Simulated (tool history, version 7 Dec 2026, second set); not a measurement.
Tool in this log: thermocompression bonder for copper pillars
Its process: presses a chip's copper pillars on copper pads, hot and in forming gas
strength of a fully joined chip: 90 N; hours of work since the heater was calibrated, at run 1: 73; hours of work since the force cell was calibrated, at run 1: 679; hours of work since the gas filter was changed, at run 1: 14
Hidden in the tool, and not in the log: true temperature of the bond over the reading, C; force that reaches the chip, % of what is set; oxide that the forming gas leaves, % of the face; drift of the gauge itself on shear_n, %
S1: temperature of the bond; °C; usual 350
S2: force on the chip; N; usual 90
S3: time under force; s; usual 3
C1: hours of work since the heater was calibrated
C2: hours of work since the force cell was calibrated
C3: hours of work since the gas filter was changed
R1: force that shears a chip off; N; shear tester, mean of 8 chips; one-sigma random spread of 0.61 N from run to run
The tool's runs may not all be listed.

run,hour,S1,S2,S3,C1,C2,C3,R1
1,0,350,90,3,73,679,14,32.8
2,10.1,350,90,3,79,684,19,33.3
3,19.8,350,90,3,84,689,24,32.4
4,37.1,336,90,3,93,698,33,27.5
5,50.7,336,90,3,100,705,40,27.7
6,67.6,336,90,3,108,714,49,28.2
7,76.6,336,90,3,113,718,54,27.1
8,90,336,90,3,120,725,61,27.4
9,104.7,336,117,3,128,733,68,34.3
10,117,336,117,5,134,739,75,40.5
11,133.1,350,90,3,142,748,83,32.5
12,149.3,350,90,3,151,756,91,33.1
# hour 152.5: force cell calibrated
13,161.6,350,90,3,156,5,97,32.5
14,176.9,350,90,3,164,13,105,32.7
15,187.7,350,90,3,170,18,111,31.2
16,201.7,350,90,3,177,26,118,33.6
17,217.6,350,90,5,186,34,126,39.2
# hour 228.1: force cell calibrated, once more
18,228.3,368,90,5,190,0,131,46.9
19,244.7,368,90,5,199,9,139,49.1
20,259.1,368,90,5,206,16,147,47.7
21,271.7,345,85,2,213,23,153,24.2
22,282.9,366,133,5,219,28,159,61.7
23,300.9,347,69,3,228,38,169,25.5
24,309.6,347,69,3,233,42,173,25.5
25,322.1,368,56,6,239,49,180,36.3
26,338.5,368,66,6,248,57,188,40.3
27,355.3,347,90,4,256,66,197,34.7
28,364.6,347,90,4,261,71,202,35.2
29,379.1,329,89,9,269,78,209,37.2
30,389.7,329,89,8,274,84,215,37.3
31,404,329,89,8,282,91,222,36.8
32,419.3,345,107,8,290,99,230,50.2
33,433.8,361,58,2,297,107,238,22.5
34,444,350,58,2,302,112,243,20.5
35,452.3,362,90,7,307,116,247,50.5
36,468.8,362,90,7,315,125,256,49.7
37,485.7,368,90,7,324,134,265,53.7
38,496.4,368,90,7,330,139,270,51.8
39,505.3,365,114,5,334,144,275,53.2
40,514.6,345,116,5,339,149,280,44.5

Results for each run, recomputed without the tool's hidden state and with each run's random variation untouched:
run,R1
1,34.4
2,34.9
3,34.1
4,29
5,29.3
6,29.9
7,28.8
8,29.1
9,36.5
10,43
11,34.8
12,35.4
13,35.3
14,35.5
15,34
16,36.6
17,42.6
18,48.5
19,50.9
20,49.5
21,25.3
22,64
23,26.7
24,26.8
25,38
26,42.3
27,36.7
28,37.2
29,39.4
30,39.5
31,39.1
32,53.2
33,24
34,21.8
35,53.7
36,53.1
37,57.3
38,55.4
39,56.9
40,47.9

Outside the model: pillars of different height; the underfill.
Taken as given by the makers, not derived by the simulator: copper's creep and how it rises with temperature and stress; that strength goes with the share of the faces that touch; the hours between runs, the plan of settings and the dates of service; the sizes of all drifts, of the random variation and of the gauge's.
